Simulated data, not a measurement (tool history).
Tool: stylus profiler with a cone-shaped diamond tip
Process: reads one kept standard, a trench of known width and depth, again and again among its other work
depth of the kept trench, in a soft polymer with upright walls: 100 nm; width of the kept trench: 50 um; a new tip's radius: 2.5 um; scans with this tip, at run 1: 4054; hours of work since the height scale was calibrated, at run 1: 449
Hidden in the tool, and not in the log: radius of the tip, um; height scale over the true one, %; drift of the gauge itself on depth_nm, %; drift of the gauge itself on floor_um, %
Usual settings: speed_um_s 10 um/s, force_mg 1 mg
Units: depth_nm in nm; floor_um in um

run,hour,speed_um_s,force_mg,scans with this tip,hours of work since the height scale was calibrated,depth_nm,floor_um
1,0,10,1,4054,449,100.31,48.45
2,29.5,10,1,4163,461,100.27,48.45
3,55.4,10,1,4258,471,100.33,48.44
4,93.6,10,1,4399,487,100.39,48.44
5,121.4,10,1,4501,498,100.35,48.46
6,141.2,6,1,4574,506,100.38,48.47
7,178,4,1,4709,521,100.33,48.42
8,195.3,4,1,4773,528,100.34,48.44
9,233.2,4,0.82,4913,544,100.33,48.48
10,267,4,0.82,5037,558,100.35,48.45
11,303.9,3,0.82,5173,573,100.27,48.41
12,338.5,10,1,5301,587,100.35,48.36
13,362.7,10,1,5390,597,100.42,48.41
14,392.8,10,1,5501,609,100.36,48.38
15,420.8,10,1,5604,620,100.38,48.45
16,442.4,10,2.49,5683,629,100.71,48.39
17,466.1,10,1,5771,639,100.33,48.36
18,494.8,10,1,5877,650,100.3,48.39
19,514.6,10,1,5949,658,100.36,48.41
20,538.8,3,1,6039,668,100.32,48.42
21,566.5,3,1,6141,680,100.32,48.42
22,594.2,10,1,6243,691,100.31,48.31
23,626.5,10,1,6361,704,100.28,48.37
24,645,9,0.89,6430,712,100.36,48.34
25,680.1,8,0.89,6559,726,100.31,48.37
26,714.2,8,0.89,6685,740,100.19,48.42
27,733.6,10,0.37,6756,748,100.09,48.29
28,759.2,6,1.7,6851,758,100.51,48.41
29,780.8,6,2.23,6930,767,100.62,48.36
30,819.4,6,2.23,7072,783,100.69,48.4
31,851.3,39,2.23,7190,796,100.57,48.31
32,868.7,9,1.2,7254,803,100.34,48.29
33,899.2,3,0.73,7366,815,100.26,48.39
34,937,3,0.73,7505,831,100.24,48.36
35,958.6,4,1.34,7585,839,100.4,48.39
36,980.6,5,1.34,7666,848,100.37,48.37
37,1014.1,5,1.34,7789,862,100.38,48.35
38,1043.5,2,1.24,7898,874,100.31,48.31
39,1075.8,4,1.99,8017,887,100.53,48.4
40,1092.1,5,0.45,8077,894,100.17,48.34
41,1118.5,5,0.81,8174,905,100.25,48.36
42,1146.4,16,0.53,8277,916,100.17,48.25
43,1175.5,16,0.64,8384,928,100.14,48.29
44,1214.6,16,0.64,8528,944,100.21,48.28
45,1247.8,16,0.64,8650,957,100.13,48.26
46,1282.7,15,0.69,8779,972,100.21,48.27

The same runs without the tool's hidden state, with the same run-to-run variation:
run,depth_nm,floor_um
1,100.37,48.56
2,100.33,48.56
3,100.4,48.55
4,100.46,48.56
5,100.42,48.58
6,100.45,48.59
7,100.4,48.55
8,100.41,48.57
9,100.4,48.61
10,100.43,48.59
11,100.35,48.55
12,100.43,48.5
13,100.5,48.56
14,100.44,48.53
15,100.47,48.6
16,100.8,48.54
17,100.42,48.52
18,100.4,48.55
19,100.46,48.57
20,100.41,48.58
21,100.42,48.58
22,100.42,48.47
23,100.38,48.54
24,100.46,48.51
25,100.41,48.55
26,100.3,48.6
27,100.2,48.47
28,100.62,48.59
29,100.74,48.54
30,100.81,48.59
31,100.69,48.5
32,100.46,48.49
33,100.38,48.59
34,100.36,48.56
35,100.53,48.59
36,100.5,48.57
37,100.51,48.56
38,100.45,48.52
39,100.67,48.61
40,100.3,48.56
41,100.38,48.58
42,100.31,48.47
43,100.28,48.52
44,100.36,48.5
45,100.27,48.49
46,100.36,48.51
